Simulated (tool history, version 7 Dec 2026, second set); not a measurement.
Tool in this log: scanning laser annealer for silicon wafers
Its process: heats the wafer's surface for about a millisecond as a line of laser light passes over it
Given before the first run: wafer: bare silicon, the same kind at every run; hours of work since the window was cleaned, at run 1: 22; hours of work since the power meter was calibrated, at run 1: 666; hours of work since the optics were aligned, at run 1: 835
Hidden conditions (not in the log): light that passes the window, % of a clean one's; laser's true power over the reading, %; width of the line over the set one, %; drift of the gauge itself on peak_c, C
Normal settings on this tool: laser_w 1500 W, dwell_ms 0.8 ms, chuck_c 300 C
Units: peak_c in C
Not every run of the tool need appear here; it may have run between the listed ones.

run	hour	laser_w	dwell_ms	chuck_c	hours of work since the window was cleaned	hours of work since the power meter was calibrated	hours of work since the optics were aligned	peak_c
1	0	1500	0.8	300	22	666	835	1011
2	52.9	1500	0.8	300	55	698	867	1015
3	142.5	1500	0.927	300	109	752	922	1079
4	196.8	1500	0.854	300	142	786	955	1042
5	253.3	1500	0.8	300	177	820	989	1014
6	336.2	1500	0.8	300	227	870	1039	1013
7	413.6	1500	0.8	300	274	917	1086	1013
8	516.2	1500	0.8	300	337	980	1149	1013
9	588.5	1500	0.8	329	381	1024	1193	1043
10	680.2	1500	0.8	329	436	1080	1249	1044
11	725	1500	0.8	329	464	1107	1276	1041
12	815.6	1637	0.8	329	519	1162	1331	1107
13	858.6	1306	0.8	300	545	1188	1357	920
14	952.4	1306	0.8	300	602	1245	1414	920
15	1052.3	1500	0.8	300	663	1306	1475	1014
16	1097.9	1500	0.625	300	691	1334	1503	916
# hour 1159.8: window over the wafer cleaned
17	1186.9	1500	0.602	300	16	1387	1556	903
18	1231.8	1500	0.602	334	44	1414	1583	936
19	1275	1500	0.602	334	70	1440	1609	937
20	1323.2	1500	0.602	334	99	1470	1639	937
# hour 1391.2: optics aligned, line set to its width
21	1399.9	1279	0.707	285	143	1513	5	852
22	1452	1373	0.673	312	175	1545	37	903
23	1507.8	1500	0.577	337	209	1579	71	924
24	1554.8	1371	0.754	327	237	1608	100	958
25	1652.4	1417	0.754	334	297	1667	159	984
26	1712.4	1417	0.754	334	333	1703	195	986
27	1769.5	1508	0.754	297	368	1738	230	991
28	1866.2	1351	0.893	300	427	1797	289	984
29	1961.5	1351	0.893	300	485	1855	347	983
30	2007.2	1456	0.8	290	513	1883	375	983
31	2081.8	1500	0.8	306	558	1928	420	1021
32	2128.7	1500	0.627	323	587	1957	449	942
33	2200.9	1322	0.634	323	630	2001	493	870
34	2256.4	1392	0.742	323	664	2035	526	956
35	2336.8	1392	0.742	323	713	2083	575	954
# hour 2364.3: window over the wafer cleaned
36	2420.7	1500	0.844	284	34	2133	625	1017
37	2496.5	1396	0.673	332	80	2179	671	934

Entry by entry between the runs, the difference in hidden state between the last listed run before and the first listed run after:
Run 16 -> run 17: window over the wafer cleaned (hour 1159.8)
  light that passes the window, % of a clean one's: 99.94 -> 100; width of the line over the set one, %: 0.11 -> 0.12
Run 20 -> run 21: optics aligned, line set to its width (hour 1391.2)
  width of the line over the set one, %: 0.12 -> 0.01
Run 35 -> run 36: window over the wafer cleaned (hour 2364.3)
  light that passes the window, % of a clean one's: 99.95 -> 99.99
